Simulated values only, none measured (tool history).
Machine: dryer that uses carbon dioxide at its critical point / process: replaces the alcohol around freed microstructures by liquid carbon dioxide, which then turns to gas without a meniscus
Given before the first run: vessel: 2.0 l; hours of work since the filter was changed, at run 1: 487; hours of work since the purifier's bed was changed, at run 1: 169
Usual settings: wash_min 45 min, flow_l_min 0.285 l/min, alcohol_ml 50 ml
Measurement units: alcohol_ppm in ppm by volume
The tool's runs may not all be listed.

run   hour  wash_min  flow_l_min  alcohol_ml  hours of work since the filter was changed  hours of work since the purifier's bed was changed  alcohol_ppm
  1    0.0        45       0.285          50                                         487                                                 169          342
  2   47.5        45       0.285          50                                         508                                                 191          342
  3   73.5        45       0.285          50                                         520                                                 203          353
  4  124.6        32       0.285          50                                         544                                                 226         1189
  5  172.9        55       0.285          50                                         566                                                 248          155
     187.6  -- inlet filter changed
  6  232.4        65       0.280          25                                          21                                                 275           40
  7  263.2        65       0.280          25                                          35                                                 289           42
  8  294.2        65       0.274          95                                          49                                                 304           99

Expected results for the next run?
  9  322.4        45       0.372          36                                          62                                                 317            ?

{"run 9": {"alcohol_ppm": 72}}
Had the tool carried no hidden state, the very same run would have given alcohol_ppm 41 ppm by volume.

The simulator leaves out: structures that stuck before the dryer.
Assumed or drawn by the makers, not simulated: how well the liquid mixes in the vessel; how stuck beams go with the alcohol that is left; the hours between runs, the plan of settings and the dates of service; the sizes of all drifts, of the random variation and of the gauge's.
